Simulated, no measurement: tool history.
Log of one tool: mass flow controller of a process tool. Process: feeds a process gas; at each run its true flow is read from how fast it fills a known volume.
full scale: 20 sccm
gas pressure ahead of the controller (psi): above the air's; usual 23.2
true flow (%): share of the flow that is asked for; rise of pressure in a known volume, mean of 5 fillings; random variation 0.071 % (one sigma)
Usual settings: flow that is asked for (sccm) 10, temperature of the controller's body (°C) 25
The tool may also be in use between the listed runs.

run	hour	flow that is asked for (sccm)	gas pressure ahead of the controller (psi)	temperature of the controller's body (°C)	true flow (%)
1	0	10	23.2	25	99.33
2	221	10	23.2	25	99.32
3	532.9	10	33.6	25	99.71
4	889.7	10	33.6	25	99.5
5	1160.9	10	33.6	25	99.61
6	1518.3	10	33.6	25	99.48
7	1930.9	10	33.6	25	99.39
8	2174.4	10	33.6	25	99.31
9	2553	10	23.2	35	99.07
10	2904.9	10	23.2	35	98.92
11	3285.5	10	23.2	25	98.72
12	3490.1	10	23.2	25	98.66
13	3900.9	5	23.2	25	99.98
14	4185.7	5	23.2	25	100.1
15	4406.8	19	34.8	29	98.52
16	4716.4	3	23.2	25	102.39
17	4911.6	2	21.2	21	105.42
18	5214.3	10	23.2	28	98.37
19	5599.1	10	36.4	22	98.7
20	5908.4	10	36.4	22	98.7
21	6228.8	3	38.9	30	104.04
22	6511.4	3	38.9	30	104.2
23	6740.1	12	22.5	25	97.76
24	7138.6	8	22.2	24	98.39
25	7378.4	15	23.2	22	97.17

3 ways to go on from here, each from the tool as it stands after run 25. What would each give?
A	7611.8	10	30.6	21	?
B	7611.8	8	40.6	26	?
C	7611.8	6	28.1	38	?

run	true flow (%)
A	98.05
B	99.3
C	100.07
Without the tool's hidden state the same runs would have given:
run	true flow (%)
A	99.74
B	100.36
C	100.08

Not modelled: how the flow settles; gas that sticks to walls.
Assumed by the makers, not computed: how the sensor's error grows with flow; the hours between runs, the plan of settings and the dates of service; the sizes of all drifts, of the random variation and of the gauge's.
